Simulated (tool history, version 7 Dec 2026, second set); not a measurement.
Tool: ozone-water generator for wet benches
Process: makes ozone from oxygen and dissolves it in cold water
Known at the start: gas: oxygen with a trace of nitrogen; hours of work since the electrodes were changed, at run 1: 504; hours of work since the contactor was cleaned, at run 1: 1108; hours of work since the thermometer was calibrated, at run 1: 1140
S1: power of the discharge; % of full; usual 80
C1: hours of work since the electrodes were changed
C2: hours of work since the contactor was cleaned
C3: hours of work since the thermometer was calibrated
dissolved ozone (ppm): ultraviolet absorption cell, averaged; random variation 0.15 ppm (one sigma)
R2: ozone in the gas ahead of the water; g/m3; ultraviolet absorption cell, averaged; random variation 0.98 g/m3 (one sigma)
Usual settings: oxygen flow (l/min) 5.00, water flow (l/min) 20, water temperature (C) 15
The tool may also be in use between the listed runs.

run 1 hour=0.0 | S1=80 oxygen_flow_(l/min)=5.00 water_flow_(l/min)=20 water_temperature_(C)=15 | C1=504 C2=1108 C3=1140 | dissolved_ozone_(ppm)=17.5 R2=169.1
run 2 hour=20.2 | S1=80 oxygen_flow_(l/min)=5.00 water_flow_(l/min)=20 water_temperature_(C)=15 | C1=521 C2=1124 C3=1156 | dissolved_ozone_(ppm)=17.5 R2=167.9
run 3 hour=53.5 | S1=80 oxygen_flow_(l/min)=5.00 water_flow_(l/min)=20 water_temperature_(C)=15 | C1=547 C2=1151 C3=1183 | dissolved_ozone_(ppm)=17.8 R2=168.3
run 4 hour=86.3 | S1=80 oxygen_flow_(l/min)=5.00 water_flow_(l/min)=20 water_temperature_(C)=15 | C1=574 C2=1177 C3=1209 | dissolved_ozone_(ppm)=17.7 R2=167.9
run 5 hour=102.9 | S1=80 oxygen_flow_(l/min)=2.91 water_flow_(l/min)=20 water_temperature_(C)=15 | C1=587 C2=1191 C3=1223 | dissolved_ozone_(ppm)=17.9 R2=242.2
run 6 hour=138.2 | S1=80 oxygen_flow_(l/min)=2.91 water_flow_(l/min)=20 water_temperature_(C)=15 | C1=616 C2=1219 C3=1251 | dissolved_ozone_(ppm)=17.8 R2=244.3
run 7 hour=169.9 | S1=80 oxygen_flow_(l/min)=5.00 water_flow_(l/min)=20 water_temperature_(C)=15 | C1=641 C2=1245 C3=1277 | dissolved_ozone_(ppm)=17.8 R2=169.3
run 8 hour=201.4 | S1=80 oxygen_flow_(l/min)=5.00 water_flow_(l/min)=20 water_temperature_(C)=15 | C1=667 C2=1270 C3=1302 | dissolved_ozone_(ppm)=17.4 R2=170.7
run 9 hour=229.9 | S1=80 oxygen_flow_(l/min)=5.00 water_flow_(l/min)=20 water_temperature_(C)=15 | C1=690 C2=1293 C3=1325 | dissolved_ozone_(ppm)=17.7 R2=171.4
run 10 hour=257.6 | S1=80 oxygen_flow_(l/min)=5.00 water_flow_(l/min)=20 water_temperature_(C)=15 | C1=712 C2=1315 C3=1347 | dissolved_ozone_(ppm)=17.6 R2=170.2
run 11 hour=273.8 | S1=80 oxygen_flow_(l/min)=5.00 water_flow_(l/min)=14 water_temperature_(C)=15 | C1=725 C2=1328 C3=1360 | dissolved_ozone_(ppm)=23.5 R2=171.7
run 12 hour=302.7 | S1=80 oxygen_flow_(l/min)=5.00 water_flow_(l/min)=20 water_temperature_(C)=15 | C1=748 C2=1352 C3=1384 | dissolved_ozone_(ppm)=17.9 R2=171.1
run 13 hour=320.2 | S1=80 oxygen_flow_(l/min)=5.00 water_flow_(l/min)=20 water_temperature_(C)=15 | C1=762 C2=1366 C3=1398 | dissolved_ozone_(ppm)=17.5 R2=169.6
run 14 hour=336.3 | S1=80 oxygen_flow_(l/min)=5.00 water_flow_(l/min)=20 water_temperature_(C)=15 | C1=775 C2=1379 C3=1411 | dissolved_ozone_(ppm)=17.7 R2=171.5

Forecast run 15:
run 15 hour=367.2 | S1=80 oxygen_flow_(l/min)=5.72 water_flow_(l/min)=20 water_temperature_(C)=7 | C1=800 C2=1404 C3=1436 | dissolved_ozone_(ppm)=? R2=?

{"run 15": {"dissolved ozone (ppm)": 19.5, "R2": 156.3}}
Without the tool's hidden state the same run would have given dissolved ozone (ppm) 19.5, R2 153.7 g/m3.
